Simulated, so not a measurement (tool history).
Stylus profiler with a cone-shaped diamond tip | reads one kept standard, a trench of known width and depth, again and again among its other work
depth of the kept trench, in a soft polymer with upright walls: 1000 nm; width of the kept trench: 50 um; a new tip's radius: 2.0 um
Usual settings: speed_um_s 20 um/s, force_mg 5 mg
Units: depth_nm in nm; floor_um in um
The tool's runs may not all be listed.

| run | day | speed_um_s | force_mg | depth_nm | floor_um |
|---|---|---|---|---|---|
| 1 | 0 | 20 | 5 | 1027.14 | 46.52 |
| 2 | 2.233 | 20 | 5 | 1027.22 | 46.45 |
| 3 | 3.417 | 20 | 5 | 1027.42 | 46.49 |
| 4 | 4.704 | 20 | 5 | 1027.51 | 46.43 |
| 5 | 5.879 | 20 | 5 | 1026.73 | 46.48 |
| 6 | 7.892 | 20 | 5 | 1027 | 46.44 |
| 7 | 9.504 | 20 | 5 | 1027.26 | 46.44 |
| 8 | 11.258 | 20 | 5 | 1027.38 | 46.42 |
| 9 | 13.046 | 20 | 5 | 1026.58 | 46.4 |
| 10 | 15.654 | 20 | 1.81 | 1013.73 | 46.4 |
| 11 | 18.262 | 20 | 1.81 | 1013.76 | 46.4 |
| 12 | 20.217 | 20 | 1.81 | 1014.01 | 46.42 |
|  | 21.467 | new tip fitted, height scale calibrated |
| 13 | 21.654 | 20 | 1.81 | 1013.98 | 46.44 |
| 14 | 23.925 | 20 | 5 | 1027.11 | 46.47 |
| 15 | 25.446 | 20 | 5 | 1027.27 | 46.47 |

Run 16 comes next. What will it give?
| 16 | 27.471 | 20 | 5 | ? | ? |

depth_nm: 1027.21 nm
floor_um: 46.49 um
Without the tool's hidden state the same run would have given depth_nm 1027.21 nm, floor_um 46.49 um.
